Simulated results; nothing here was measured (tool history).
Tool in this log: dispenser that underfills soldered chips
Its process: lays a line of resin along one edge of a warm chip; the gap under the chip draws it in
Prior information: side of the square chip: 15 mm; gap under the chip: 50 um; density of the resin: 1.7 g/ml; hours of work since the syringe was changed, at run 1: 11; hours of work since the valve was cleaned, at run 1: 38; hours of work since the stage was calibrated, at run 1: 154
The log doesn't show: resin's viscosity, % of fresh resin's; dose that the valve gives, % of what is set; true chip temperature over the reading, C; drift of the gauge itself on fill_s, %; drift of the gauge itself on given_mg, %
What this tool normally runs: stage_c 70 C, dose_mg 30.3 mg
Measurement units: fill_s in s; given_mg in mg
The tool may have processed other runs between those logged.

run	hour	stage_c	dose_mg	hours of work since the syringe was changed	hours of work since the valve was cleaned	hours of work since the stage was calibrated	fill_s	given_mg
1	0.0	70	30.3	11	38	154	171.4	29.87
# hour 0.8: new syringe of resin
2	7.2	70	29.6	5	43	159	133.0	28.71
3	13.5	70	29.6	10	48	164	162.2	28.85
# hour 15.6: new syringe of resin
4	19.0	79	29.6	3	52	168	85.5	28.67
5	25.6	79	29.6	8	57	173	107.8	28.87
# hour 30.3: new syringe of resin
6	33.1	79	29.6	2	62	179	84.9	28.49
7	36.7	70	30.3	5	65	182	132.4	29.16
8	41.1	70	30.3	8	69	185	155.5	29.05
# hour 45.3: new syringe of resin
9	45.5	67	30.3	0	72	188	120.0	29.04
10	48.9	67	30.3	3	74	191	132.6	29.06
11	53.0	67	30.3	6	77	194	154.3	28.85
# hour 58.7: dispensing valve cleaned and set on the balance
12	58.7	67	30.3	10	0	198	181.4	30.32
# hour 61.3: new syringe of resin
13	62.5	67	30.3	1	3	200	123.7	30.09
14	69.5	67	30.3	6	8	206	155.5	29.98
# hour 76.0: new syringe of resin
15	76.7	67	30.3	0	13	211	118.4	29.91
16	83.7	70	30.3	6	19	216	136.2	29.71
# hour 90.4: new syringe of resin
17	91.4	70	30.3	1	24	222	105.3	29.87
18	97.6	70	30.3	5	29	227	130.4	29.66
19	101.0	70	30.3	8	32	229	153.3	29.79
# hour 104.9: new syringe of resin
20	108.0	65	37.2	2	37	235	140.2	36.09
21	112.1	74	37.0	6	40	238	115.0	35.81
# hour 119.6: new syringe of resin
22	119.6	74	37.0	0	46	243	89.2	35.77
23	124.9	74	37.0	4	50	247	102.1	35.84
24	128.6	74	37.0	7	53	250	118.3	35.61
25	132.0	68	27.0	10	55	253	176.8	25.86
# hour 134.4: new syringe of resin
26	138.5	65	32.2	3	60	258	143.7	31.07
27	145.5	72	35.7	9	65	263	142.1	34.13
# hour 149.2: new syringe of resin
28	153.0	75	30.6	3	71	269	98.2	29.16
29	159.8	62	37.3	8	76	274	197.1	35.37
# hour 163.7: new syringe of resin
# hour 167.9: dispensing valve cleaned and set on the balance
30	168.9	62	37.3	3	1	280	158.0	37.00
31	174.7	84	34.7	8	5	284	87.6	34.37
32	178.8	73	33.8	11	8	287	149.2	33.37
# hour 179.6: new syringe of resin
33	184.3	70	33.0	4	12	291	120.9	32.51
34	188.3	70	33.0	7	15	294	138.4	32.76
# hour 194.2: new syringe of resin
35	196.2	74	28.0	2	21	300	97.2	27.64
36	203.6	70	28.6	7	27	306	147.8	28.11
# hour 208.9: new syringe of resin
37	209.5	77	30.3	0	31	310	80.8	29.73

Each row is a separate what-if for the run after 37, all from the same tool condition, not one after another. Results?
A	216.4	76	28.9	6	37	316	?	?
B	216.4	73	30.6	6	37	316	?	?
C	216.4	64	28.5	6	37	316	?	?

run	fill_s	given_mg
A	108.3	28.10
B	118.1	29.60
C	167.1	27.79
Take away the tool's hidden state, keep each run's random variation, and the runs would have read:
run	fill_s	given_mg
A	86.3	28.82
B	94.1	30.36
C	133.4	28.50

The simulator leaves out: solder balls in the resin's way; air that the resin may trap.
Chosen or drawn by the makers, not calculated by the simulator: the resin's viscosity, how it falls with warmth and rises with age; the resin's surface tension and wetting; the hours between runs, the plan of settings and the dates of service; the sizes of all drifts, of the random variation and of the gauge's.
